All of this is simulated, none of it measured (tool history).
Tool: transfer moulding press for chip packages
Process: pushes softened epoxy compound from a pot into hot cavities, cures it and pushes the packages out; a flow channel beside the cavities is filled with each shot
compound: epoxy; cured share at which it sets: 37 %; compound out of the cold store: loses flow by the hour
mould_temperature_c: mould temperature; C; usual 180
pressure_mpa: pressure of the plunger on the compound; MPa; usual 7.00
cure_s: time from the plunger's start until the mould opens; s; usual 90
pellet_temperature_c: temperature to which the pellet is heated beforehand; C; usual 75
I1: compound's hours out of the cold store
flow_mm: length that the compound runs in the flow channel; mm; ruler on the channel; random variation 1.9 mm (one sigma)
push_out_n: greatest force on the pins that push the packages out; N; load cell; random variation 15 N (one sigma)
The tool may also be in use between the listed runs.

run 1 hour=0.0 | mould_temperature_c=180 pressure_mpa=7.00 cure_s=90 pellet_temperature_c=75 | I1=10.3 | flow_mm=639 push_out_n=1095
run 2 hour=15.0 | mould_temperature_c=180 pressure_mpa=7.00 cure_s=90 pellet_temperature_c=75 | I1=43.1 | flow_mm=533 push_out_n=1089
run 3 hour=24.4 | mould_temperature_c=184 pressure_mpa=7.00 cure_s=90 pellet_temperature_c=75 | I1=32.6 | flow_mm=555 push_out_n=931
-- hour=36.4 cavities cleaned with cleaning compound and waxed
run 4 hour=38.1 | mould_temperature_c=184 pressure_mpa=7.00 cure_s=90 pellet_temperature_c=75 | I1=38.2 | flow_mm=536 push_out_n=536
run 5 hour=48.5 | mould_temperature_c=184 pressure_mpa=7.00 cure_s=90 pellet_temperature_c=75 | I1=29.9 | flow_mm=559 push_out_n=679
run 6 hour=65.8 | mould_temperature_c=180 pressure_mpa=7.00 cure_s=90 pellet_temperature_c=75 | I1=23.0 | flow_mm=587 push_out_n=1032
-- hour=72.2 plunger's sealing rings changed
run 7 hour=84.0 | mould_temperature_c=180 pressure_mpa=7.00 cure_s=90 pellet_temperature_c=75 | I1=48.0 | flow_mm=547 push_out_n=1059
run 8 hour=99.8 | mould_temperature_c=180 pressure_mpa=8.01 cure_s=90 pellet_temperature_c=75 | I1=47.2 | flow_mm=585 push_out_n=1134
-- hour=111.3 cavities cleaned with cleaning compound and waxed
run 9 hour=117.7 | mould_temperature_c=180 pressure_mpa=7.00 cure_s=90 pellet_temperature_c=75 | I1=11.2 | flow_mm=664 push_out_n=809
run 10 hour=129.2 | mould_temperature_c=180 pressure_mpa=7.00 cure_s=90 pellet_temperature_c=75 | I1=21.0 | flow_mm=626 push_out_n=905
run 11 hour=143.3 | mould_temperature_c=180 pressure_mpa=7.00 cure_s=90 pellet_temperature_c=75 | I1=37.4 | flow_mm=571 push_out_n=972
run 12 hour=151.6 | mould_temperature_c=180 pressure_mpa=7.00 cure_s=90 pellet_temperature_c=75 | I1=11.6 | flow_mm=657 push_out_n=1136
run 13 hour=160.5 | mould_temperature_c=180 pressure_mpa=7.00 cure_s=90 pellet_temperature_c=75 | I1=10.3 | flow_mm=658 push_out_n=1189
run 14 hour=168.2 | mould_temperature_c=180 pressure_mpa=7.00 cure_s=90 pellet_temperature_c=75 | I1=10.1 | flow_mm=659 push_out_n=1228
-- hour=183.3 cavities cleaned with cleaning compound and waxed
run 15 hour=187.7 | mould_temperature_c=176 pressure_mpa=7.00 cure_s=90 pellet_temperature_c=75 | I1=20.0 | flow_mm=630 push_out_n=994
run 16 hour=197.6 | mould_temperature_c=180 pressure_mpa=7.09 cure_s=103 pellet_temperature_c=75 | I1=11.8 | flow_mm=657 push_out_n=708
run 17 hour=208.9 | mould_temperature_c=173 pressure_mpa=7.09 cure_s=79 pellet_temperature_c=75 | I1=40.8 | flow_mm=569 push_out_n=1938
run 18 hour=224.1 | mould_temperature_c=179 pressure_mpa=8.58 cure_s=90 pellet_temperature_c=75 | I1=10.3 | flow_mm=719 push_out_n=1234
run 19 hour=236.3 | mould_temperature_c=179 pressure_mpa=8.58 cure_s=90 pellet_temperature_c=75 | I1=10.3 | flow_mm=720 push_out_n=1320
run 20 hour=244.9 | mould_temperature_c=175 pressure_mpa=8.58 cure_s=90 pellet_temperature_c=80 | I1=25.8 | flow_mm=671 push_out_n=1644
-- hour=255.2 cavities cleaned with cleaning compound and waxed
run 21 hour=259.2 | mould_temperature_c=176 pressure_mpa=7.89 cure_s=75 pellet_temperature_c=77 | I1=34.1 | flow_mm=610 push_out_n=1404
run 22 hour=272.9 | mould_temperature_c=176 pressure_mpa=5.35 cure_s=87 pellet_temperature_c=73 | I1=19.2 | flow_mm=545 push_out_n=1279
run 23 hour=282.3 | mould_temperature_c=184 pressure_mpa=5.23 cure_s=90 pellet_temperature_c=75 | I1=16.4 | flow_mm=532 push_out_n=812
run 24 hour=297.9 | mould_temperature_c=180 pressure_mpa=7.01 cure_s=109 pellet_temperature_c=74 | I1=10.8 | flow_mm=639 push_out_n=805
run 25 hour=311.0 | mould_temperature_c=180 pressure_mpa=7.01 cure_s=109 pellet_temperature_c=74 | I1=44.8 | flow_mm=528 push_out_n=855
-- hour=327.2 cavities cleaned with cleaning compound and waxed
run 26 hour=329.4 | mould_temperature_c=173 pressure_mpa=5.36 cure_s=106 pellet_temperature_c=82 | I1=22.0 | flow_mm=534 push_out_n=748
run 27 hour=339.0 | mould_temperature_c=186 pressure_mpa=7.00 cure_s=80 pellet_temperature_c=78 | I1=47.8 | flow_mm=505 push_out_n=734
run 28 hour=355.0 | mould_temperature_c=180 pressure_mpa=7.00 cure_s=87 pellet_temperature_c=75 | I1=12.7 | flow_mm=623 push_out_n=1105

Some steps in flow_mm between neighbouring runs. How much of each would the tool show without its hidden state too (settings, what came in, random variation), and how much is left for the hidden state, with any gauge scatter that isn't in both results?
The hidden state here: true mould temperature over the reading, C; pressure that reaches the compound, % of what is set; grip of the stained cavities, % over clean ones'; drift of the gauge itself on flow_mm, %; drift of the gauge itself on push_out_n, %.
Run 6 -> 7: plunger's sealing rings changed. flow_mm -40 mm: hidden state +40, all else -80.
Run 17 -> 18: mould_temperature_c 173 -> 179, pressure_mpa 7.09 -> 8.58, cure_s 79 -> 90. flow_mm +150 mm: hidden state -8, all else +158.
Run 27 -> 28: mould_temperature_c 186 -> 180, cure_s 80 -> 87, pellet_temperature_c 78 -> 75. flow_mm +118 mm: hidden state -10, all else +128.

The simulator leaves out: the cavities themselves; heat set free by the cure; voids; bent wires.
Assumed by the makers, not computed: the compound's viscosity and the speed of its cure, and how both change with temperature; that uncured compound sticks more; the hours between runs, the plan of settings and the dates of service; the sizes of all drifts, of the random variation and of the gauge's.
